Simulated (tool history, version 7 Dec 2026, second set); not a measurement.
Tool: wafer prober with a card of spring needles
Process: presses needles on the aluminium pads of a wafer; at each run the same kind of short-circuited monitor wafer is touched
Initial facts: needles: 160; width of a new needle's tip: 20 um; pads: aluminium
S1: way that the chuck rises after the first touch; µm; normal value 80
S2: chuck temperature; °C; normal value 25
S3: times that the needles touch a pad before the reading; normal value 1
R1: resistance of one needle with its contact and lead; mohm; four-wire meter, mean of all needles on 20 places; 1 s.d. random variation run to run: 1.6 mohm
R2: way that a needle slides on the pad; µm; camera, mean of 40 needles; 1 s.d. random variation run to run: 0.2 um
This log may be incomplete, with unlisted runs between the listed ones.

{"run": 1, "day": 0.0, "S1": 80, "S2": 25, "S3": 1, "R1": 161, "R2": 22.29}
{"day": 0.208, "done": "tips cleaned on abrasive film"}
{"day": 0.412, "done": "tips cleaned on abrasive film"}
{"day": 0.621, "done": "tips cleaned on abrasive film"}
{"run": 2, "day": 0.692, "S1": 80, "S2": 25, "S3": 1, "R1": 157, "R2": 22.53}
{"day": 0.817, "done": "tips cleaned on abrasive film"}
{"day": 0.983, "done": "tips cleaned on abrasive film"}
{"day": 1.192, "done": "tips cleaned on abrasive film"}
{"day": 1.4, "done": "tips cleaned on abrasive film"}
{"run": 3, "day": 1.446, "S1": 80, "S2": 25, "S3": 1, "R1": 160, "R2": 22.54}
{"day": 1.571, "done": "tips cleaned on abrasive film"}
{"day": 1.779, "done": "tips cleaned on abrasive film"}
{"day": 1.983, "done": "tips cleaned on abrasive film"}
{"day": 2.192, "done": "tips cleaned on abrasive film"}
{"day": 2.4, "done": "tips cleaned on abrasive film"}
{"run": 4, "day": 2.412, "S1": 82, "S2": 25, "S3": 1, "R1": 160, "R2": 22.83}
{"day": 2.579, "done": "tips cleaned on abrasive film"}
{"day": 2.788, "done": "tips cleaned on abrasive film"}
{"day": 2.996, "done": "tips cleaned on abrasive film"}
{"day": 3.2, "done": "tips cleaned on abrasive film"}
{"day": 3.367, "done": "tips cleaned on abrasive film"}
{"run": 5, "day": 3.392, "S1": 82, "S2": 25, "S3": 1, "R1": 160, "R2": 23.13}
{"day": 3.558, "done": "tips cleaned on abrasive film"}
{"day": 3.767, "done": "tips cleaned on abrasive film"}
{"day": 3.975, "done": "tips cleaned on abrasive film"}
{"day": 4.179, "done": "tips cleaned on abrasive film"}
{"run": 6, "day": 4.262, "S1": 82, "S2": 25, "S3": 1, "R1": 163, "R2": 22.59}
{"day": 4.35, "done": "tips cleaned on abrasive film"}
{"day": 4.558, "done": "tips cleaned on abrasive film"}
{"day": 4.762, "done": "tips cleaned on abrasive film"}
{"day": 4.971, "done": "tips cleaned on abrasive film"}
{"day": 5.179, "done": "tips cleaned on abrasive film"}
{"run": 7, "day": 5.188, "S1": 80, "S2": 25, "S3": 1, "R1": 162, "R2": 22.16}
{"day": 5.354, "done": "tips cleaned on abrasive film"}
{"day": 5.521, "done": "tips cleaned on abrasive film"}
{"day": 5.729, "done": "tips cleaned on abrasive film"}
{"day": 5.938, "done": "tips cleaned on abrasive film"}
{"run": 8, "day": 6.029, "S1": 80, "S2": 25, "S3": 1, "R1": 163, "R2": 22.33}
{"day": 6.117, "done": "tips cleaned on abrasive film"}
{"day": 6.325, "done": "tips cleaned on abrasive film"}
{"day": 6.529, "done": "tips cleaned on abrasive film"}
{"day": 6.696, "done": "tips cleaned on abrasive film"}
{"day": 6.904, "done": "tips cleaned on abrasive film"}
{"run": 9, "day": 6.971, "S1": 80, "S2": 25, "S3": 1, "R1": 163, "R2": 22.23}
{"day": 7.096, "done": "tips cleaned on abrasive film"}
{"day": 7.304, "done": "tips cleaned on abrasive film"}
{"day": 7.471, "done": "tips cleaned on abrasive film"}
{"day": 7.675, "done": "tips cleaned on abrasive film"}
{"day": 7.729, "done": "height of the first contact set anew"}
{"run": 10, "day": 7.821, "S1": 93, "S2": 25, "S3": 1, "R1": 163, "R2": 25.83}
{"day": 7.862, "done": "tips cleaned on abrasive film"}
{"day": 8.071, "done": "tips cleaned on abrasive film"}
{"day": 8.279, "done": "tips cleaned on abrasive film"}
{"day": 8.488, "done": "tips cleaned on abrasive film"}
{"run": 11, "day": 8.496, "S1": 80, "S2": 31, "S3": 1, "R1": 162, "R2": 21.91}
{"day": 8.662, "done": "tips cleaned on abrasive film"}
{"day": 8.871, "done": "tips cleaned on abrasive film"}
{"day": 9.075, "done": "tips cleaned on abrasive film"}
{"day": 9.283, "done": "tips cleaned on abrasive film"}
{"day": 9.488, "done": "tips cleaned on abrasive film"}
{"run": 12, "day": 9.488, "S1": 80, "S2": 60, "S3": 1, "R1": 167, "R2": 22.25}
{"day": 9.692, "done": "tips cleaned on abrasive film"}
{"day": 9.9, "done": "tips cleaned on abrasive film"}
{"run": 13, "day": 9.971, "S1": 80, "S2": 60, "S3": 1, "R1": 166, "R2": 21.98}
{"day": 10.096, "done": "tips cleaned on abrasive film"}
{"day": 10.304, "done": "tips cleaned on abrasive film"}
{"day": 10.512, "done": "tips cleaned on abrasive film"}
{"run": 14, "day": 10.65, "S1": 80, "S2": 60, "S3": 1, "R1": 167, "R2": 22.61}
{"day": 10.696, "done": "tips cleaned on abrasive film"}
{"day": 10.904, "done": "tips cleaned on abrasive film"}
{"day": 11.112, "done": "tips cleaned on abrasive film"}
{"day": 11.317, "done": "tips cleaned on abrasive film"}
{"day": 11.508, "done": "tips cleaned on abrasive film"}
{"run": 15, "day": 11.508, "S1": 80, "S2": 25, "S3": 1, "R1": 163, "R2": 22.32}
{"day": 11.712, "done": "tips cleaned on abrasive film"}
{"day": 11.879, "done": "tips cleaned on abrasive film"}
{"day": 12.088, "done": "tips cleaned on abrasive film"}
{"day": 12.254, "done": "tips cleaned on abrasive film"}
{"day": 12.446, "done": "tips cleaned on abrasive film"}
{"run": 16, "day": 12.446, "S1": 73, "S2": 25, "S3": 1, "R1": 161, "R2": 19.97}
{"day": 12.654, "done": "tips cleaned on abrasive film"}
{"day": 12.821, "done": "tips cleaned on abrasive film"}
{"run": 17, "day": 12.942, "S1": 73, "S2": 25, "S3": 1, "R1": 162, "R2": 20.24}
{"day": 12.988, "done": "tips cleaned on abrasive film"}
{"day": 13.196, "done": "tips cleaned on abrasive film"}
{"day": 13.4, "done": "tips cleaned on abrasive film"}
{"run": 18, "day": 13.508, "S1": 73, "S2": 25, "S3": 1, "R1": 162, "R2": 20.3}
{"day": 13.592, "done": "tips cleaned on abrasive film"}
{"day": 13.758, "done": "tips cleaned on abrasive film"}
{"day": 13.967, "done": "tips cleaned on abrasive film"}
{"day": 14.133, "done": "tips cleaned on abrasive film"}
{"day": 14.342, "done": "tips cleaned on abrasive film"}
{"run": 19, "day": 14.433, "S1": 73, "S2": 25, "S3": 1, "R1": 162, "R2": 20.65}
{"day": 14.517, "done": "tips cleaned on abrasive film"}
{"day": 14.725, "done": "tips cleaned on abrasive film"}
{"day": 14.933, "done": "tips cleaned on abrasive film"}
{"day": 15.142, "done": "tips cleaned on abrasive film"}
{"day": 15.346, "done": "tips cleaned on abrasive film"}
{"run": 20, "day": 15.358, "S1": 80, "S2": 74, "S3": 2, "R1": 173, "R2": 22.38}
{"day": 15.525, "done": "tips cleaned on abrasive film"}
{"day": 15.733, "done": "tips cleaned on abrasive film"}
{"day": 15.942, "done": "tips cleaned on abrasive film"}
{"day": 16.146, "done": "tips cleaned on abrasive film"}
{"run": 21, "day": 16.233, "S1": 81, "S2": 35, "S3": 2, "R1": 161, "R2": 23.06}
{"day": 16.317, "done": "tips cleaned on abrasive film"}
{"day": 16.525, "done": "tips cleaned on abrasive film"}
{"day": 16.733, "done": "tips cleaned on abrasive film"}
{"day": 16.942, "done": "tips cleaned on abrasive film"}
{"day": 17.108, "done": "tips cleaned on abrasive film"}
{"run": 22, "day": 17.233, "S1": 81, "S2": 35, "S3": 2, "R1": 166, "R2": 22.77}
{"day": 17.279, "done": "tips cleaned on abrasive film"}
{"day": 17.483, "done": "tips cleaned on abrasive film"}
{"day": 17.692, "done": "tips cleaned on abrasive film"}
{"day": 17.9, "done": "tips cleaned on abrasive film"}
{"run": 23, "day": 17.946, "S1": 97, "S2": 82, "S3": 1, "R1": 168, "R2": 27.13}
{"day": 18.071, "done": "tips cleaned on abrasive film"}
{"day": 18.238, "done": "tips cleaned on abrasive film"}
{"day": 18.446, "done": "tips cleaned on abrasive film"}
{"day": 18.65, "done": "tips cleaned on abrasive film"}
{"run": 24, "day": 18.783, "S1": 61, "S2": 122, "S3": 2, "R1": 180, "R2": 17.14}
{"day": 18.825, "done": "tips cleaned on abrasive film"}
{"day": 19.033, "done": "tips cleaned on abrasive film"}
{"day": 19.242, "done": "tips cleaned on abrasive film"}
{"run": 25, "day": 19.288, "S1": 94, "S2": 114, "S3": 2, "R1": 175, "R2": 26.26}
{"day": 19.417, "done": "tips cleaned on abrasive film"}
{"day": 19.621, "done": "tips cleaned on abrasive film"}
{"run": 26, "day": 19.779, "S1": 97, "S2": 61, "S3": 1, "R1": 162, "R2": 26.99}

Alternative continuations, all from the tool just after run 26; predict every row:
{"day": 19.825, "done": "tips cleaned on abrasive film"}
{"day": 20.033, "done": "tips cleaned on abrasive film"}
{"day": 20.238, "done": "tips cleaned on abrasive film"}
{"day": 20.446, "done": "tips cleaned on abrasive film"}
{"run": "A", "day": 20.533, "S1": 80, "S2": 70, "S3": 2, "R1": "?", "R2": "?"}
{"day": 19.825, "done": "tips cleaned on abrasive film"}
{"day": 20.033, "done": "tips cleaned on abrasive film"}
{"day": 20.238, "done": "tips cleaned on abrasive film"}
{"day": 20.446, "done": "tips cleaned on abrasive film"}
{"run": "B", "day": 20.533, "S1": 94, "S2": 113, "S3": 1, "R1": "?", "R2": "?"}
{"day": 19.825, "done": "tips cleaned on abrasive film"}
{"day": 20.033, "done": "tips cleaned on abrasive film"}
{"day": 20.238, "done": "tips cleaned on abrasive film"}
{"day": 20.446, "done": "tips cleaned on abrasive film"}
{"run": "C", "day": 20.533, "S1": 62, "S2": 61, "S3": 1, "R1": "?", "R2": "?"}
{"day": 19.825, "done": "tips cleaned on abrasive film"}
{"day": 20.033, "done": "tips cleaned on abrasive film"}
{"day": 20.238, "done": "tips cleaned on abrasive film"}
{"day": 20.446, "done": "tips cleaned on abrasive film"}
{"run": "D", "day": 20.533, "S1": 70, "S2": 39, "S3": 1, "R1": "?", "R2": "?"}

run=A R1=169 R2=22.12
run=B R1=174 R2=26.57
run=C R1=172 R2=17.19
run=D R1=166 R2=19.25
Without the tool's hidden state the same runs would have given:
run=A R1=169 R2=22.13
run=B R1=174 R2=26.57
run=C R1=172 R2=17.20
run=D R1=165 R2=19.26

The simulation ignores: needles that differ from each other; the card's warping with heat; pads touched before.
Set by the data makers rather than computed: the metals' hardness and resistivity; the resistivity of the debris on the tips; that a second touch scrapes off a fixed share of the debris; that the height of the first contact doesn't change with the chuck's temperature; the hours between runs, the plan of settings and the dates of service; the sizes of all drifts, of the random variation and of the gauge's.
